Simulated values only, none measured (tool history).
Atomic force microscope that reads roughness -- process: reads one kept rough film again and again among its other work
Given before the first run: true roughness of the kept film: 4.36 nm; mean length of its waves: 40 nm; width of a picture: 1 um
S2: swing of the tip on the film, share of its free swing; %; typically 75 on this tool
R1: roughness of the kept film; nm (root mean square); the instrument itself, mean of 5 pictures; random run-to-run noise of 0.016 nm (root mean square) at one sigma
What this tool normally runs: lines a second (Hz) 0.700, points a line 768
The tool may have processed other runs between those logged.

Run 1, hour 0.0: usual settings. Result: R1 3.635 nm (root mean square).
Run 2, hour 75.8: usual settings but lines a second (Hz) 2.434. Result: R1 3.108 nm (root mean square).
Run 3, hour 152.2: usual settings. Result: R1 3.431 nm (root mean square).
At hour 159.4: new tip fitted.
Run 4, hour 234.4: usual settings. Result: R1 3.712 nm (root mean square).
Run 5, hour 281.8: usual settings. Result: R1 3.666 nm (root mean square).
Run 6, hour 315.8: usual settings. Result: R1 3.621 nm (root mean square).
Run 7, hour 350.1: usual settings. Result: R1 3.575 nm (root mean square).
Run 8, hour 414.3: usual settings. Result: R1 3.484 nm (root mean square).
At hour 442.1: new tip fitted.
Run 9, hour 469.0: usual settings. Result: R1 3.764 nm (root mean square).
Run 10, hour 546.9: usual settings but points a line 656. Result: R1 3.687 nm (root mean square).
At hour 552.1: height scale calibrated on a step standard.
Run 11, hour 610.4: usual settings but points a line 656. Result: R1 3.596 nm (root mean square).
Run 12, hour 659.8: usual settings. Result: R1 3.533 nm (root mean square).
At hour 719.4: new tip fitted.
Run 13, hour 723.4: usual settings. Result: R1 3.836 nm (root mean square).
Run 14, hour 765.2: usual settings. Result: R1 3.758 nm (root mean square).
At hour 776.9: height scale calibrated on a step standard, once more.
Run 15, hour 807.9: usual settings. Result: R1 3.701 nm (root mean square).
Run 16, hour 864.3: usual settings but lines a second (Hz) 1.209, points a line 302. Result: R1 3.463 nm (root mean square).
Run 17, hour 939.0: usual settings but lines a second (Hz) 0.645, points a line 630. Result: R1 3.535 nm (root mean square).
Run 18, hour 996.0: usual settings but lines a second (Hz) 0.645, points a line 630. Result: R1 3.478 nm (root mean square).
At hour 1003.2: new tip fitted.
Run 19, hour 1038.4: usual settings but lines a second (Hz) 3.616, S2 57 %, points a line 316. Result: R1 3.603 nm (root mean square).
Run 20, hour 1093.0: usual settings but lines a second (Hz) 0.677, S2 62 %, points a line 517. Result: R1 3.797 nm (root mean square).
Run 21, hour 1173.3: usual settings but lines a second (Hz) 1.118, S2 62 %, points a line 517. Result: R1 3.641 nm (root mean square).
Run 22, hour 1218.1: usual settings but lines a second (Hz) 1.254. Result: R1 3.382 nm (root mean square).
Run 23, hour 1254.3: usual settings but lines a second (Hz) 1.254, S2 84 %, points a line 725. Result: R1 3.171 nm (root mean square).
At hour 1282.7: new tip fitted.
Run 24, hour 1323.4: usual settings but lines a second (Hz) 1.254, S2 61 %, points a line 725. Result: R1 3.826 nm (root mean square).
Run 25, hour 1366.6: usual settings but lines a second (Hz) 2.323, S2 81 %, points a line 821. Result: R1 3.111 nm (root mean square).
Run 26, hour 1417.7: usual settings but lines a second (Hz) 2.323, S2 81 %, points a line 821. Result: R1 3.028 nm (root mean square).
Run 27, hour 1465.4: usual settings but lines a second (Hz) 2.323, S2 81 %, points a line 821. Result: R1 2.984 nm (root mean square).
Run 28, hour 1543.6: usual settings but lines a second (Hz) 2.024, S2 55 %. Result: R1 3.504 nm (root mean square).

5 options for the next run, each taken on its own from the tool as it stands now. Forecast them:
At hour 1561.2: new tip fitted.
Run A, hour 1626.0: usual settings but S2 66 %. Result: R1 ?.
At hour 1561.2: new tip fitted.
Run B, hour 1626.0: usual settings but lines a second (Hz) 1.783, S2 66 %, points a line 611. Result: R1 ?.
At hour 1561.2: new tip fitted.
Run C, hour 1626.0: usual settings but lines a second (Hz) 0.797, S2 55 %. Result: R1 ?.
At hour 1561.2: new tip fitted.
Run D, hour 1626.0: usual settings but lines a second (Hz) 1.357, S2 56 %. Result: R1 ?.
At hour 1561.2: new tip fitted.
Run E, hour 1626.0: usual settings but lines a second (Hz) 1.890, S2 85 %, points a line 973. Result: R1 ?.

run     R1
  A  3.845
  B  3.641
  C  3.896
  D  3.834
  E  3.154
With no hidden state in the tool, these same runs would have given:
run     R1
  A  3.928
  B  3.720
  C  3.980
  D  3.917
  E  3.222

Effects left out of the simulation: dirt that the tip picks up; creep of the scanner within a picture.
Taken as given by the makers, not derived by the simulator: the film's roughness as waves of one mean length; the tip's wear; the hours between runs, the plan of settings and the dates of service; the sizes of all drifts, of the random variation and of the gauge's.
